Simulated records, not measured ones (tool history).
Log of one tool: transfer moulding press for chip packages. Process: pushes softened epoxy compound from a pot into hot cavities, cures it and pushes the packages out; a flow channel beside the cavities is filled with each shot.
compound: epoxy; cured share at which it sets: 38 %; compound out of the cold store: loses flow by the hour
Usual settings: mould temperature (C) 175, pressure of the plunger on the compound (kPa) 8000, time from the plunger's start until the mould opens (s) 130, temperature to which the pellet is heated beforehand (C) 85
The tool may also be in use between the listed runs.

| run | hour | mould temperature (C) | pressure of the plunger on the compound (kPa) | time from the plunger's start until the mould opens (s) | temperature to which the pellet is heated beforehand (C) | incoming compound's hours out of the cold store | length that the compound runs in the flow channel (mm) | greatest force on the pins that push the packages out (N) |
|---|---|---|---|---|---|---|---|---|
| 1 | 0.0 | 175 | 8000 | 130 | 85 | 42.7 | 671 | 689 |
| 2 | 12.7 | 175 | 8000 | 130 | 85 | 9.8 | 719 | 745 |
|  | 24.8 | cavities cleaned with cleaning compound and waxed |
| 3 | 39.6 | 175 | 8000 | 130 | 85 | 12.5 | 713 | 590 |
| 4 | 53.7 | 170 | 8000 | 130 | 85 | 11.4 | 741 | 770 |
| 5 | 69.0 | 170 | 8000 | 130 | 85 | 21.2 | 717 | 839 |
| 6 | 88.2 | 174 | 8520 | 166 | 85 | 38.9 | 689 | 663 |
|  | 94.6 | cavities cleaned with cleaning compound and waxed |
| 7 | 114.2 | 175 | 6210 | 142 | 85 | 10.9 | 626 | 587 |

Run 8, settings as shown, results not yet in. Your forecast:
| 8 | 136.5 | 175 | 7530 | 153 | 85 | 8.6 | ? | ? |

{"run 8": {"length that the compound runs in the flow channel (mm)": 702, "greatest force on the pins that push the packages out (N)": 642}}
Were there no unlogged condition in the tool, this run, its random variation unchanged, would have produced length that the compound runs in the flow channel (mm) 721, greatest force on the pins that push the packages out (N) 456.
